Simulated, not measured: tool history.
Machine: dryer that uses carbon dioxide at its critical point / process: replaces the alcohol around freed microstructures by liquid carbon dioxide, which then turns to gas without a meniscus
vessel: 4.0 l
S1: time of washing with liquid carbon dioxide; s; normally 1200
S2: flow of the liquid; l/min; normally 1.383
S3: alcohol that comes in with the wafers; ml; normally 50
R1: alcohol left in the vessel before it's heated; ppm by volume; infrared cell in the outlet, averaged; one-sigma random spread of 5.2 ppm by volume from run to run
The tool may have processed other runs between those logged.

run   hour    S1     S2   S3   R1
  1    0.0  1200  1.383   50  181
  2    7.4  1200  1.383   89  290
  3   12.4  1200  1.250   50  264
  4   19.2  1200  1.540   50  135
  5   26.2  1200  1.540   50  123
      37.7  -- inlet filter changed
  6   37.7  1200  1.540   50   85
  7   44.7  1200  1.540   50   88
  8   49.9  1200  1.540   50   93
  9   57.0  1200  1.540   50   88
 10   63.6  1200  1.540   50   90
 11   70.4  1200  1.440   50  116
 12   76.9  1200  1.440   50  112
 13   84.4  1200  1.440   50  113
 14   93.2  1200  1.440   50  108
 15   99.8  1260  2.310  110   53
 16  106.4  1200  0.880   49  610
 17  115.2  1200  0.880   49  593
 18  125.0  1200  0.880   49  615
 19  131.6  1200  1.383   26   99
 20  138.9  1440  1.180   20   85
 21  145.5  1680  1.020   34  113
 22  153.6  1200  1.383   74  182
 23  158.3  1020  2.340   24   49
 24  165.4  1020  2.340   24   50
 25  170.1  1020  2.310  100   73
 26  177.7   900  2.180   62   97

4 ways to go on from here, each from the tool as it stands after run 26. What would each give?
  A  184.9  1860  1.520   62   ?
  B  184.9  1200  1.700   62   ?
  C  184.9  1200  1.640  101   ?
  D  184.9  1080  1.680   23   ?

run   R1
  A   60
  B   80
  C  115
  D   72
Take away the tool's hidden state, keep each run's random variation, and the runs would have read:
run  R1
  A  11
  B  28
  C  60
  D  22
